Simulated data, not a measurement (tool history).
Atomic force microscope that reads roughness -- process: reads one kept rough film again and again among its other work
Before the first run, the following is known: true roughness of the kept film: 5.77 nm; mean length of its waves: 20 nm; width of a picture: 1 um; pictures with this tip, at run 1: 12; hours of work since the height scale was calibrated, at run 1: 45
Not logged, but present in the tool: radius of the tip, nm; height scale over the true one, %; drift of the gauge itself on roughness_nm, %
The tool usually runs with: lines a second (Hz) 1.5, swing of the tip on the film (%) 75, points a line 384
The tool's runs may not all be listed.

run	hour	lines a second (Hz)	swing of the tip on the film (%)	points a line	pictures with this tip	hours of work since the height scale was calibrated	roughness of the kept film (nm (root mean square))
1	0	1.5	75	384	12	45	4.06
2	5.1	1.5	59	384	17	48	4.273
3	11.5	1.5	59	384	24	52	4.275
4	17.7	1.5	59	384	31	55	4.288
5	24.4	1.5	59	384	38	59	4.283
6	28.8	1.5	59	384	43	61	4.291
7	34.9	1.5	59	384	50	64	4.263
8	41.6	1.5	64	384	57	68	4.193
9	47.8	0.53	75	384	64	71	4.262
10	54.9	0.53	75	384	71	75	4.243
11	62.7	0.8	75	384	80	80	4.169
# hour 66.9: new tip fitted
12	70.9	0.8	75	384	4	84	4.193
13	77.8	1.5	75	384	11	87	4.051
14	85.2	1.5	75	384	19	91	4.037
15	92.1	1.5	69	384	27	95	4.161
16	96.9	1.5	69	384	32	98	4.134
17	101.2	1.5	69	453	37	100	4.157
18	107.1	1.5	69	453	43	103	4.2
19	114.4	1.5	69	458	51	107	4.185
20	121.6	1.5	69	458	59	111	4.155
21	128.1	1.5	69	458	66	115	4.144
22	135.1	1.5	75	384	73	119	4.027
23	143.5	1.5	75	384	83	123	4.034
# hour 145.4: new tip fitted
24	150.2	2.39	75	385	5	127	3.883
25	158.7	1.19	75	476	14	131	4.146
26	164.4	1.19	58	433	21	134	4.322
27	172.2	1.13	75	384	29	139	4.122
28	177.4	0.9	63	384	35	141	4.271
29	184.2	0.8	87	272	42	145	3.991
30	191.9	1.37	75	384	50	149	4.08
31	197.5	1.37	75	384	56	152	4.074
32	206.6	1.42	78	398	66	157	4.015
33	214	1.42	78	398	74	161	3.988
# hour 223.2: new tip fitted
34	223.4	0.54	80	331	0	166	4.212
35	231.9	0.58	75	277	9	171	4.192
36	240.4	2.95	58	277	18	175	4.094
37	247.7	1.5	83	384	26	179	3.894
38	251.7	2.24	78	384	31	182	3.813
39	256.4	1.5	66	384	36	184	4.185
40	264.7	1.5	89	591	44	189	3.757
41	269	1.5	89	591	49	191	3.767
42	276.8	2.66	73	390	58	195	3.864
43	283.6	2.66	73	390	65	199	3.828
44	290.8	2.66	73	390	73	203	3.865

How the hidden state differs across the entries between the runs, from the last listed run before each to the first after it:
Runs 11 to 12: new tip fitted (hour 66.9)
  radius of the tip, nm: 5.1 -> 5
Runs 23 to 24: new tip fitted (hour 145.4)
  radius of the tip, nm: 5.1 -> 5
Runs 33 to 34: new tip fitted (hour 223.2)
  radius of the tip, nm: 5.1 -> 5
